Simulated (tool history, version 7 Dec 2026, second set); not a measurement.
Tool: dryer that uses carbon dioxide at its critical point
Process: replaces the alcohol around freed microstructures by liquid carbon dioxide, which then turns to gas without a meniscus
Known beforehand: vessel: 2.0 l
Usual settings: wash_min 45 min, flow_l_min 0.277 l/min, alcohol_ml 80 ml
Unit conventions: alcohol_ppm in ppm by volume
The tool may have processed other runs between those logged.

run,hour,wash_min,flow_l_min,alcohol_ml,alcohol_ppm
1,0,45,0.277,80,150
2,15.8,45,0.277,80,144
3,33.8,45,0.277,80,154
4,47.4,45,0.277,80,153
5,67.2,28,0.277,80,1151
6,77.8,28,0.277,80,1174
7,101.1,67,0.277,80,41
8,118.4,67,0.277,80,36
9,138.4,67,0.277,80,40
10,156.8,67,0.277,80,36
11,172.1,67,0.168,80,315
12,185.9,67,0.168,80,327
13,207.3,67,0.168,80,318
14,227.2,67,0.168,80,327
15,247.4,67,0.168,80,332
16,260,50,0.277,80,110
17,278.9,50,0.277,80,107
18,291.3,50,0.277,80,118
19,302.9,45,0.277,80,184
20,315.5,52,0.277,80,105
21,339.2,52,0.277,80,102
22,349.6,52,0.277,80,105
23,368.7,45,0.277,80,187
24,388.2,45,0.277,80,186
25,410.6,30,0.277,24,320
26,430.2,30,0.277,24,328
27,447.7,62,0.456,60,51
28,465.2,62,0.456,60,50
29,482.2,54,0.225,80,235
30,495.8,28,0.317,51,481
31,510.4,28,0.317,51,490
32,522.3,71,0.344,21,50
33,534.9,45,0.401,67,55
34,548.5,59,0.29,59,65
35,569.3,59,0.29,59,62
36,579.9,53,0.29,59,97
37,591,34,0.302,59,341
38,607.8,34,0.302,59,338
39,619,34,0.302,59,341
40,632.7,32,0.182,47,1972
41,654.1,32,0.182,25,1053
42,664.1,45,0.277,105,253
43,679.2,68,0.393,22,58
44,696.9,35,0.393,47,103
45,718.7,35,0.393,47,104
46,733.3,35,0.393,47,102

Alternative continuations, all from the tool just after run 46; predict every row:
A,753.2,35,0.197,69,?
B,753.2,45,0.371,80,?
C,753.2,29,0.34,49,?
D,753.2,35,0.232,79,?
E,753.2,45,0.17,23,?

run,alcohol_ppm
A,1861
B,87
C,345
D,1224
E,509
Stripped of hidden state, with their random variation kept, the same runs would have yielded:
run,alcohol_ppm
A,1567
B,23
C,232
D,987
E,387

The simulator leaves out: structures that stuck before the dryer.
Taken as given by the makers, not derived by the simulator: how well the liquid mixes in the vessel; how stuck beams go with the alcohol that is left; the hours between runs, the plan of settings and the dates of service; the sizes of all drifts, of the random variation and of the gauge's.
